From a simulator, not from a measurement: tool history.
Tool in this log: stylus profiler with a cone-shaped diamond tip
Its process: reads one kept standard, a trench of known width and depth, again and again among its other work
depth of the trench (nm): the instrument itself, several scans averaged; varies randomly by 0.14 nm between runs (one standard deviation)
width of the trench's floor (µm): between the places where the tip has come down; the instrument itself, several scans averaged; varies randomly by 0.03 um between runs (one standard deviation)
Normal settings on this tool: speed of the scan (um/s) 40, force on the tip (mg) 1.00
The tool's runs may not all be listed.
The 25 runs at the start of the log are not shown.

run,hour,speed of the scan (um/s),force on the tip (mg),depth of the trench (nm),width of the trench's floor (µm)
26,491.4,40,1.92,506.24,26.89
27,514.2,40,1.92,506.21,26.88
28,526.1,40,1.92,506.25,26.90
29,545.1,40,1.92,506.24,26.88
30,572.3,22,1.66,505.71,26.97
31,596.7,22,1.66,505.63,26.95
32,618.3,22,1.05,503.56,26.89
33,642.7,12,0.65,502.18,26.98
34,659.1,11,0.73,502.74,26.85
35,671.5,22,1.01,503.79,26.93
36,693.5,128,1.30,504.33,26.34

4 options for the next run, each taken on its own from the tool as it stands now. Forecast them:
A,708.1,128,2.49,?,?
B,708.1,118,2.53,?,?
C,708.1,39,0.37,?,?
D,708.1,40,0.72,?,?

run,depth of the trench (nm),width of the trench's floor (µm)
A,507.55,26.47
B,507.39,26.55
C,501.12,26.64
D,502.35,26.69
The same runs, with their run-to-run variation unchanged, on a tool lacking any hidden condition would have given:
run,depth of the trench (nm),width of the trench's floor (µm)
A,508.72,26.83
B,508.55,26.90
C,502.27,26.99
D,503.51,27.04
